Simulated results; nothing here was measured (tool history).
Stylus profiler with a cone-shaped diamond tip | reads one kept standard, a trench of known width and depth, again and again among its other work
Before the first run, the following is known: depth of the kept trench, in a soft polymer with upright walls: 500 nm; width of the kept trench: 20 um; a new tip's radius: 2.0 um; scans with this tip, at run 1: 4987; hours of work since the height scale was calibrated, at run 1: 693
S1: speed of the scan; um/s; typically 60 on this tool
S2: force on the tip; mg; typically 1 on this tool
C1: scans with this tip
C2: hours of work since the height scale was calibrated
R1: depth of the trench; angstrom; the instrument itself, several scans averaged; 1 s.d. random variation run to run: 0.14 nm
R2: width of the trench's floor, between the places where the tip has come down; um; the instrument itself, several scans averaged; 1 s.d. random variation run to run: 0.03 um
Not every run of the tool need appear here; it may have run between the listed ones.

run 1 hour=0 | S1=60 S2=1 | C1=4987 C2=693 | R1=5013.1 R2=16.67
run 2 hour=13.8 | S1=60 S2=1 | C1=5057 C2=703 | R1=5012.6 R2=16.69
run 3 hour=35.9 | S1=60 S2=1 | C1=5170 C2=719 | R1=5012.2 R2=16.71
run 4 hour=48.5 | S1=60 S2=1 | C1=5235 C2=727 | R1=5013.3 R2=16.66
run 5 hour=70.8 | S1=108 S2=1 | C1=5349 C2=743 | R1=5011.4 R2=16.35
run 6 hour=92.2 | S1=60 S2=1 | C1=5458 C2=759 | R1=5015.2 R2=16.64
run 7 hour=109 | S1=17 S2=1 | C1=5544 C2=770 | R1=5011.6 R2=16.9
run 8 hour=121.5 | S1=60 S2=2.4 | C1=5608 C2=779 | R1=5033 R2=16.82
run 9 hour=140.3 | S1=60 S2=2.4 | C1=5704 C2=793 | R1=5030.6 R2=16.82
run 10 hour=163.4 | S1=60 S2=2.4 | C1=5822 C2=809 | R1=5030.9 R2=16.74
run 11 hour=184.9 | S1=60 S2=0.35 | C1=5932 C2=824 | R1=4998 R2=16.4
run 12 hour=208.1 | S1=60 S2=0.35 | C1=6051 C2=841 | R1=4997.4 R2=16.43
run 13 hour=225.5 | S1=60 S2=0.35 | C1=6140 C2=853 | R1=4997.6 R2=16.39
run 14 hour=239.9 | S1=60 S2=0.35 | C1=6213 C2=863 | R1=4995 R2=16.37
run 15 hour=253.9 | S1=60 S2=0.35 | C1=6285 C2=873 | R1=4994.9 R2=16.42
run 16 hour=273.7 | S1=60 S2=0.35 | C1=6386 C2=887 | R1=4995.5 R2=16.31
run 17 hour=289.6 | S1=60 S2=0.35 | C1=6467 C2=899 | R1=4995.6 R2=16.33
run 18 hour=312.4 | S1=60 S2=0.35 | C1=6584 C2=915 | R1=4993.2 R2=16.36
run 19 hour=332.1 | S1=60 S2=1 | C1=6684 C2=929 | R1=5008.9 R2=16.59
run 20 hour=346.1 | S1=65 S2=1 | C1=6756 C2=939 | R1=5009.8 R2=16.61
run 21 hour=372.3 | S1=65 S2=1 | C1=6890 C2=957 | R1=5006 R2=16.52
run 22 hour=385.1 | S1=60 S2=1 | C1=6955 C2=967 | R1=5006.3 R2=16.61
run 23 hour=400.2 | S1=60 S2=1 | C1=7033 C2=977 | R1=5008 R2=16.55
run 24 hour=425.7 | S1=21 S2=0.94 | C1=7163 C2=995 | R1=5004.7 R2=16.77
run 25 hour=450.8 | S1=31 S2=2.83 | C1=7291 C2=1013 | R1=5032 R2=16.76
run 26 hour=474.1 | S1=31 S2=2.83 | C1=7410 C2=1030 | R1=5032.8 R2=16.76
run 27 hour=492.7 | S1=172 S2=0.76 | C1=7505 C2=1043 | R1=5002 R2=15.66
run 28 hour=505.8 | S1=169 S2=0.59 | C1=7573 C2=1052 | R1=5001.1 R2=15.6
run 29 hour=519.2 | S1=169 S2=0.59 | C1=7641 C2=1062 | R1=4999.4 R2=15.58

Forecast run 30:
run 30 hour=540.2 | S1=62 S2=0.89 | C1=7748 C2=1077 | R1=? R2=?

{"run 30": {"R1": 5002.1, "R2": 16.47}}
On a tool with no hidden condition, and with the same random variation, this run would have come out at R1 5023.1 angstrom, R2 16.96 um.

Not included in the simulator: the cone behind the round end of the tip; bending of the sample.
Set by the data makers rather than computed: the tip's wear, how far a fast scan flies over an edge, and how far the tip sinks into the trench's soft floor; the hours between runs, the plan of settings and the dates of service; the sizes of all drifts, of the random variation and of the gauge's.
